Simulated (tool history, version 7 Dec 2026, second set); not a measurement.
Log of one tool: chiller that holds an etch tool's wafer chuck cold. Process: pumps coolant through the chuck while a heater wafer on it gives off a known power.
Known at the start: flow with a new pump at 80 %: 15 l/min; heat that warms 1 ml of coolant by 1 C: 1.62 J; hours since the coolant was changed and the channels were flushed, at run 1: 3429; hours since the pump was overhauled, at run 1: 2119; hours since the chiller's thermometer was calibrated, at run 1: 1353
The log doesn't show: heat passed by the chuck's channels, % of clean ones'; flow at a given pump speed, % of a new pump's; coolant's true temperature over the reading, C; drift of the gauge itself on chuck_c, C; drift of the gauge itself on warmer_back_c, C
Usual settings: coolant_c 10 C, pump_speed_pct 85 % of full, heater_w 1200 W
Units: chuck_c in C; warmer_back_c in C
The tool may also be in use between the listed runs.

run	hour	coolant_c	pump_speed_pct	heater_w	hours since the coolant was changed and the channels were flushed	hours since the pump was overhauled	hours since the chiller's thermometer was calibrated	chuck_c	warmer_back_c
1	0	10	85	1200	3429	2119	1353	17.87	2.76
2	24.8	10	85	1200	3454	2144	1378	17.84	2.78
3	68.1	10	85	1200	3497	2187	1421	17.85	2.79
4	106.3	13	85	1200	3536	2226	1459	20.93	2.77
5	150.9	13	85	1200	3580	2270	1504	20.88	2.81
6	192.3	13	85	1200	3622	2312	1545	20.89	2.8
7	250.3	10	85	1200	3680	2370	1603	17.92	2.8
8	283.2	10	87	1200	3713	2402	1636	17.7	2.71
9	322.3	10	87	1200	3752	2442	1675	17.66	2.68
10	349.4	10	87	634	3779	2469	1702	14.01	1.43
11	404.3	10	87	634	3834	2524	1757	13.96	1.42
12	444.6	10	62	1200	3874	2564	1797	19.9	3.84
13	474.1	10	62	1200	3903	2593	1827	19.9	3.88
14	533.8	10	62	1200	3963	2653	1887	19.9	3.88
15	587.5	10	62	1200	4017	2707	1940	19.87	3.86
16	645.8	10	62	1200	4075	2765	1999	19.88	3.88
17	679.4	15	72	868	4109	2799	2032	21.43	2.37
18	704.9	15	83	1200	4134	2824	2058	23.08	2.87
19	746.9	10	86	1200	4176	2866	2100	17.86	2.79
20	796.4	15	68	662	4226	2916	2149	20.1	1.94
21	847.5	15	68	662	4277	2967	2200	20.05	1.96
22	879.6	15	68	662	4309	2999	2232	20.1	1.93
23	931	15	68	662	4360	3050	2284	20.04	1.91
24	971	12	78	1200	4400	3090	2324	20.41	3.05
25	998.9	10	96	1200	4428	3118	2352	17.2	2.47
26	1047.2	5	71	1068	4477	3166	2400	12.97	2.98
27	1092.4	10	66	1241	4522	3212	2445	19.77	3.78
28	1129	10	66	1241	4558	3248	2482	19.75	3.75
29	1155	2	62	1469	4584	3274	2508	14.14	4.74
30	1192.7	10	85	1320	4622	3312	2545	18.69	3.1
31	1243.7	10	65	656	4673	3363	2596	15.3	2.03

5 ways to go on from here, each from the tool as it stands after run 31. What would each give?
A	1285.6	10	79	1200	4715	3405	2638	?	?
B	1285.6	19	69	839	4715	3405	2638	?	?
C	1285.6	2	79	656	4715	3405	2638	?	?
D	1285.6	1	77	1200	4715	3405	2638	?	?
E	1285.6	7	62	825	4715	3405	2638	?	?

run	chuck_c	warmer_back_c
A	18.3	2.98
B	25.42	2.43
C	6.52	1.64
D	9.47	3.1
E	13.84	2.66
Without the tool's hidden state the same runs would have given:
run	chuck_c	warmer_back_c
A	18.29	2.98
B	25.42	2.43
C	6.52	1.64
D	9.47	3.1
E	13.83	2.66

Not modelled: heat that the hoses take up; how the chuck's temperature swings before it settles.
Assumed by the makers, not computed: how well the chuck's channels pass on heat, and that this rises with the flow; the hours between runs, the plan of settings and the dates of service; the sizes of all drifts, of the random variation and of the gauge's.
